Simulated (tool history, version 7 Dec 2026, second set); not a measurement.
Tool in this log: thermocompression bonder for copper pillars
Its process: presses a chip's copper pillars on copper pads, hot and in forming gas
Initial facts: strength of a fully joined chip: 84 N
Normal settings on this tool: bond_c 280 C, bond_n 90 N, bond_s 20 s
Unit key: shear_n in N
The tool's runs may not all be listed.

{"run": 1, "hour": 0.0, "bond_c": 280, "bond_n": 90, "bond_s": 20, "shear_n": 48.2}
{"run": 2, "hour": 35.4, "bond_c": 280, "bond_n": 107, "bond_s": 20, "shear_n": 55.8}
{"hour": 43.7, "done": "forming gas filter changed"}
{"run": 3, "hour": 67.1, "bond_c": 280, "bond_n": 107, "bond_s": 20, "shear_n": 57.1}
{"run": 4, "hour": 106.0, "bond_c": 280, "bond_n": 107, "bond_s": 20, "shear_n": 59.2}
{"run": 5, "hour": 152.2, "bond_c": 280, "bond_n": 107, "bond_s": 20, "shear_n": 57.9}
{"run": 6, "hour": 182.9, "bond_c": 300, "bond_n": 90, "bond_s": 20, "shear_n": 61.1}
{"run": 7, "hour": 215.5, "bond_c": 300, "bond_n": 90, "bond_s": 20, "shear_n": 60.4}
{"run": 8, "hour": 282.5, "bond_c": 300, "bond_n": 90, "bond_s": 47, "shear_n": 70.3}
{"run": 9, "hour": 318.5, "bond_c": 280, "bond_n": 90, "bond_s": 12, "shear_n": 41.5}
{"run": 10, "hour": 386.8, "bond_c": 280, "bond_n": 90, "bond_s": 12, "shear_n": 40.1}
{"run": 11, "hour": 453.1, "bond_c": 280, "bond_n": 90, "bond_s": 12, "shear_n": 39.8}
{"hour": 483.1, "done": "force cell calibrated"}
{"hour": 521.3, "done": "heater calibrated with a thermocouple chip"}
{"run": 12, "hour": 522.4, "bond_c": 280, "bond_n": 90, "bond_s": 20, "shear_n": 49.1}
{"hour": 543.8, "done": "forming gas filter changed"}
{"run": 13, "hour": 570.8, "bond_c": 265, "bond_n": 115, "bond_s": 16, "shear_n": 50.5}
{"run": 14, "hour": 615.1, "bond_c": 265, "bond_n": 115, "bond_s": 16, "shear_n": 49.2}
{"run": 15, "hour": 653.1, "bond_c": 265, "bond_n": 115, "bond_s": 16, "shear_n": 49.5}

What will run 16 give?
{"run": 16, "hour": 716.9, "bond_c": 265, "bond_n": 115, "bond_s": 16, "shear_n": "?"}

shear_n: 48.3 N
Had the tool carried no hidden state, the very same run would have given shear_n 50.5 N.
